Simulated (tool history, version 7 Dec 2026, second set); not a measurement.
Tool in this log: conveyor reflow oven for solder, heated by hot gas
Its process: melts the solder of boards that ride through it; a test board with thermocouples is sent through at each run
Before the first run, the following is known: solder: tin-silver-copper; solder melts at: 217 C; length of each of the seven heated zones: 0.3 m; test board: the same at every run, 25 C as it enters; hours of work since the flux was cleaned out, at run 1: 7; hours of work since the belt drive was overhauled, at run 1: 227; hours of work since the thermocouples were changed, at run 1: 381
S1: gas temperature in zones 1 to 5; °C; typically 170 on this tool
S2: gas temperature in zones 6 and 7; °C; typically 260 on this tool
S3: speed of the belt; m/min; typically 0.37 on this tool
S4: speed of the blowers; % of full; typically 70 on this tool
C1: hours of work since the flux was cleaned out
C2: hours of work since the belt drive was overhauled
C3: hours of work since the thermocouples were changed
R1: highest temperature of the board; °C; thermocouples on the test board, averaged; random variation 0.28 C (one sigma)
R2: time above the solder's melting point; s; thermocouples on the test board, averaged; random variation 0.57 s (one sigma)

run 1 hour=0 | S1=170 S2=260 S3=0.37 S4=70 | C1=7 C2=227 C3=381 | R1=247.5 R2=68
run 2 hour=11.8 | S1=170 S2=260 S3=0.37 S4=70 | C1=12 C2=232 C3=386 | R1=247.5 R2=66.9
run 3 hour=23.5 | S1=170 S2=260 S3=0.37 S4=70 | C1=18 C2=238 C3=391 | R1=247 R2=66.3
run 4 hour=35.3 | S1=170 S2=260 S3=0.37 S4=70 | C1=23 C2=243 C3=397 | R1=247.2 R2=67.2
run 5 hour=45 | S1=170 S2=260 S3=0.37 S4=70 | C1=27 C2=247 C3=401 | R1=247.2 R2=67.1
run 6 hour=51.2 | S1=170 S2=260 S3=0.37 S4=70 | C1=30 C2=250 C3=404 | R1=247 R2=67.5
run 7 hour=58.4 | S1=170 S2=260 S3=0.37 S4=70 | C1=33 C2=253 C3=407 | R1=247.2 R2=67.7
run 8 hour=66.2 | S1=170 S2=260 S3=0.37 S4=70 | C1=37 C2=257 C3=410 | R1=247.1 R2=67.4
run 9 hour=74 | S1=182 S2=260 S3=0.37 S4=70 | C1=40 C2=260 C3=414 | R1=249.4 R2=74.4
run 10 hour=80.4 | S1=182 S2=260 S3=0.37 S4=70 | C1=43 C2=263 C3=417 | R1=249.4 R2=75.6
run 11 hour=89.4 | S1=182 S2=260 S3=0.37 S4=70 | C1=47 C2=267 C3=421 | R1=248.5 R2=76.9
run 12 hour=97.5 | S1=182 S2=260 S3=0.37 S4=59 | C1=51 C2=271 C3=424 | R1=246.8 R2=71.5
run 13 hour=109.4 | S1=170 S2=260 S3=0.37 S4=70 | C1=56 C2=276 C3=430 | R1=246.8 R2=67.1
-- hour=114.4 belt drive overhauled, speed set with a stopwatch
run 14 hour=119.7 | S1=168 S2=260 S3=0.37 S4=75 | C1=59 C2=2 C3=433 | R1=247.7 R2=67.3
run 15 hour=132.1 | S1=158 S2=270 S3=0.418 S4=75 | C1=64 C2=8 C3=438 | R1=251.3 R2=58.9
run 16 hour=140 | S1=161 S2=249 S3=0.418 S4=75 | C1=68 C2=11 C3=442 | R1=233.2 R2=38.6
run 17 hour=145.4 | S1=170 S2=271 S3=0.435 S4=56 | C1=70 C2=14 C3=444 | R1=246.3 R2=53.4
run 18 hour=152.2 | S1=170 S2=260 S3=0.305 S4=81 | C1=73 C2=17 C3=447 | R1=254.2 R2=93.6
run 19 hour=161.4 | S1=170 S2=260 S3=0.305 S4=81 | C1=77 C2=21 C3=451 | R1=253.3 R2=93
-- hour=170.9 belt drive overhauled, speed set with a stopwatch, once more
run 20 hour=170.9 | S1=170 S2=260 S3=0.305 S4=81 | C1=80 C2=0 C3=454 | R1=253.7 R2=92.2
run 21 hour=180.6 | S1=162 S2=260 S3=0.376 S4=70 | C1=84 C2=4 C3=458 | R1=245.3 R2=60.5
run 22 hour=192.7 | S1=162 S2=253 S3=0.376 S4=70 | C1=90 C2=10 C3=463 | R1=239 R2=52
run 23 hour=201.1 | S1=162 S2=251 S3=0.375 S4=70 | C1=93 C2=13 C3=467 | R1=237.4 R2=49.5
run 24 hour=210.4 | S1=162 S2=251 S3=0.375 S4=70 | C1=97 C2=18 C3=471 | R1=236.5 R2=50.1
run 25 hour=223.2 | S1=162 S2=251 S3=0.375 S4=70 | C1=103 C2=23 C3=477 | R1=237 R2=49.2

How the hidden state differs across the entries between the runs, from the last listed run before each to the first after it:
After run 13, before run 14: belt drive overhauled, speed set with a stopwatch (hour 114.4)
  heat that the gas passes to the board, % of a clean oven's: 97.2 -> 97.1; belt's true speed, % of the reading: 99.33 -> 98.87; true gas temperature in zones 6 and 7 over the reading, C: 1.5 -> 1.51
  measured less the result without the state, R1: +1 -> +1 °C; R2: +1.3 -> +1.7 s
After run 19, before run 20: belt drive overhauled, speed set with a stopwatch, once more (hour 170.9)
  belt's true speed, % of the reading: 98.83 -> 99.95; true gas temperature in zones 6 and 7 over the reading, C: 1.57 -> 1.58
  measured less the result without the state, R1: +1.2 -> +0.9 °C; R2: +1.9 -> +0.5 s

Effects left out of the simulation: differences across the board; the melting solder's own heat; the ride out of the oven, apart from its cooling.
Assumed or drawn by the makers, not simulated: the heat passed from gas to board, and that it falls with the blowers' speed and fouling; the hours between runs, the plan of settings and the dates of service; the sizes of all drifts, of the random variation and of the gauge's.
